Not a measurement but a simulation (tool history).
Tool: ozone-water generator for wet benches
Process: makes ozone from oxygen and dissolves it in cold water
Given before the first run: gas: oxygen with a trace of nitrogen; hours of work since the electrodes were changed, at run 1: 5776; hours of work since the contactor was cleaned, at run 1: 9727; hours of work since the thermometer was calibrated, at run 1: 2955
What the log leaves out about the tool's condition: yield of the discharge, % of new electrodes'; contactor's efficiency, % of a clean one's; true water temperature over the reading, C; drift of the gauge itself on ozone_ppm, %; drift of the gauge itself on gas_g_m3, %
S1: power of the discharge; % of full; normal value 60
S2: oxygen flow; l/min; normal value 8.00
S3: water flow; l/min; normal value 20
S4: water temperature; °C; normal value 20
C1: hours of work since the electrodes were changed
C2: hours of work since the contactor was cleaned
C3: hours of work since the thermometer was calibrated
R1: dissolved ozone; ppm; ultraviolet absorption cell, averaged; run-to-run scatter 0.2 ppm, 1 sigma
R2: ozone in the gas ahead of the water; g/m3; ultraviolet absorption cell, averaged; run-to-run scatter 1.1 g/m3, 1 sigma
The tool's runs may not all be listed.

run    hour  S1     S2  S3  S4     C1     C2    C3    R1     R2
  1     0.0  60   8.00  20  20   5776   9727  2955  26.3  184.6
  2   144.9  60   8.00  20  20   5914   9865  3093  25.9  186.3
  3   282.0  60   8.00  20  20   6044   9995  3223  25.8  187.1
  4   482.3  60   8.00  20  20   6235  10186  3414  25.7  185.0
      523.2  -- water thermometer calibrated
  5   594.2  60   8.00  20  20   6341  10292    68  25.8  183.8
  6   786.7  60   8.00  20  20   6524  10475   251  25.6  183.8
  7   959.3  60   8.00  20  20   6688  10639   415  25.7  184.0
  8  1088.8  60   8.00  20  20   6812  10763   538  25.5  183.9
     1149.9  -- contactor cleaned
  9  1272.6  60   8.00  18  20   6983    117   709  28.0  183.3
 10  1366.9  60   8.00  18  20   7072    206   799  28.3  181.3
 11  1449.3  60   8.00  18  20   7151    285   877  28.3  181.7
 12  1635.0  60   8.00  18  20   7328    462  1054  27.6  180.1
 13  1781.7  60   8.00  26  20   7467    601  1194  22.3  180.9
 14  1937.7  60   8.00  26  20   7616    750  1342  22.2  179.6
 15  2055.8  60   8.00  20  20   7728    862  1455  26.1  179.4
 16  2223.8  60   8.00  20  20   7888   1022  1614  25.9  179.8
 17  2400.4  60   8.00  20  20   8056   1190  1782  25.9  180.8
 18  2599.0  88  14.11  20  15   8245   1379  1971  34.6  172.5
 19  2752.5  88  14.11  20  15   8391   1525  2117  34.2  175.0
 20  2862.6  40   8.00  20  23   8496   1630  2222  20.6  150.6
 21  2960.0  40   8.00  20  23   8588   1722  2315  20.0  147.6
 22  3164.3  60  14.14  20  21   8783   1917  2509  25.1  144.1
 23  3249.1  60  14.14  20  21   8864   1998  2590  25.3  144.6
 24  3411.5  60  14.14  20  21   9018   2152  2744  24.9  145.2
 25  3558.0  60  14.14  20  21   9157   2291  2884  24.9  144.6
 26  3676.6  48   5.98  25  20   9270   2404  2997  18.8  176.6
 27  3854.4  79  14.21  14  17   9439   2573  3166  35.7  160.5
 28  3994.1  70  14.21  26  17   9572   2706  3299  25.1  152.6
     4146.6  -- water thermometer calibrated
 29  4154.8  47   8.00  20  20   9725   2859     8  22.6  156.9
 30  4248.1  47   7.77  24  20   9814   2948    97  20.1  157.0
 31  4347.8  60   5.82  20  20   9908   3042   191  24.3  193.5
 32  4546.7  60  12.91  20  20  10098   3232   381  25.4  147.1
 33  4722.5  44   9.63  14  23  10265   3399   548  24.3  141.1

Predict each of these 4 candidate next runs independently; none follows another, all start after run 33:
  A  4927.1  44  11.71  14  23  10460  3594  743   ?   ?
  B  4927.1  45  12.56  15  23  10460  3594  743   ?   ?
  C  4927.1  44   4.48  14  23  10460  3594  743   ?   ?
  D  4927.1  62   5.75  20  14  10460  3594  743   ?   ?

run    R1     R2
  A  23.9  133.5
  B  23.5  130.8
  C  24.2  183.7
  D  26.6  194.7
Without the tool's hidden state the same runs would have given:
run    R1     R2
  A  27.8  153.5
  B  27.4  150.6
  C  28.1  211.1
  D  31.9  230.0

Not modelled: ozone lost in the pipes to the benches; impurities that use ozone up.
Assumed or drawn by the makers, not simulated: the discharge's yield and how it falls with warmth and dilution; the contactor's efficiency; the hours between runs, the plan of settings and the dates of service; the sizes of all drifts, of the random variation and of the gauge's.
